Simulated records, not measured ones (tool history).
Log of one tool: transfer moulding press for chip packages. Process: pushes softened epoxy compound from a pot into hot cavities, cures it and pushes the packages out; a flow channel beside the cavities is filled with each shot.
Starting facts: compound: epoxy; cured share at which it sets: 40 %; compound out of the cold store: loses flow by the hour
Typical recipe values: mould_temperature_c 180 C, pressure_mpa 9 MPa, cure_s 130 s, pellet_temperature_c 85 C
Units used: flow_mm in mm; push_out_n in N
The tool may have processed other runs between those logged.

run	hour	mould_temperature_c	pressure_mpa	cure_s	pellet_temperature_c	incoming compound's hours out of the cold store	flow_mm	push_out_n
1	0	180	9	130	85	43.2	814	605
# hour 12.4: cavities cleaned with cleaning compound and waxed
2	12.4	180	9	130	85	23.2	848	317
3	36	180	10.92	130	85	11.8	954	520
4	53.8	180	10.92	130	85	34.1	911	584
5	67.7	180	10.92	130	85	25.2	923	629
6	83.5	180	9	130	86	23.2	842	646
# hour 88.4: cavities cleaned with cleaning compound and waxed
# hour 95: plunger's sealing rings changed
7	108.1	176	9	130	85	36.9	866	518
8	124.1	176	9	130	85	20	894	646
9	145	176	9	130	85	36.5	865	719
10	160.9	180	9	130	85	42.8	840	657
# hour 166.8: cavities cleaned with cleaning compound and waxed
11	175.2	180	9	130	85	44.7	833	392
12	185.5	180	9	115	85	11.1	891	579
13	198.3	180	9.28	130	85	39	855	535
14	211	180	9.28	126	85	38.5	854	584
15	230.5	180	8.36	123	82	19.6	840	673
# hour 241.9: cavities cleaned with cleaning compound and waxed
16	248.7	183	9.76	130	94	21.9	888	354
17	258.7	174	7.71	142	85	15.9	840	523
18	273	174	9.19	164	84	21.6	907	524
19	296.9	177	8.95	160	84	29.7	863	600
20	307.3	177	8.95	160	84	42.5	844	579
# hour 316.6: cavities cleaned with cleaning compound and waxed
21	328.6	183	8.95	160	95	36.5	823	380
22	341.5	182	8.95	127	86	33.3	834	483
23	358.1	182	8.95	127	86	8.2	874	559
24	374.6	188	8.18	127	75	31.8	776	559
# hour 393.2: cavities cleaned with cleaning compound and waxed
25	397.4	188	8.18	127	75	11.7	803	336
26	418.1	175	9	157	85	10.2	907	520
27	437.4	182	8.02	130	85	16.9	810	556

The same runs without the tool's hidden state, with the same run-to-run variation:
The tool's hidden condition here consists of: true mould temperature over the reading, C; pressure that reaches the compound, % of what is set; grip of the stained cavities, % over clean ones'; drift of the gauge itself on flow_mm, %; drift of the gauge itself on push_out_n, %.
run	flow_mm	push_out_n
1	840	302
2	876	313
3	986	329
4	943	317
5	956	318
6	872	316
7	869	355
8	897	370
9	868	366
10	844	320
11	838	305
12	897	377
13	861	309
14	860	313
15	848	331
16	897	292
17	848	353
18	916	305
19	873	308
20	854	286
21	835	282
22	846	292
23	887	300
24	789	286
25	817	290
26	923	322
27	826	296
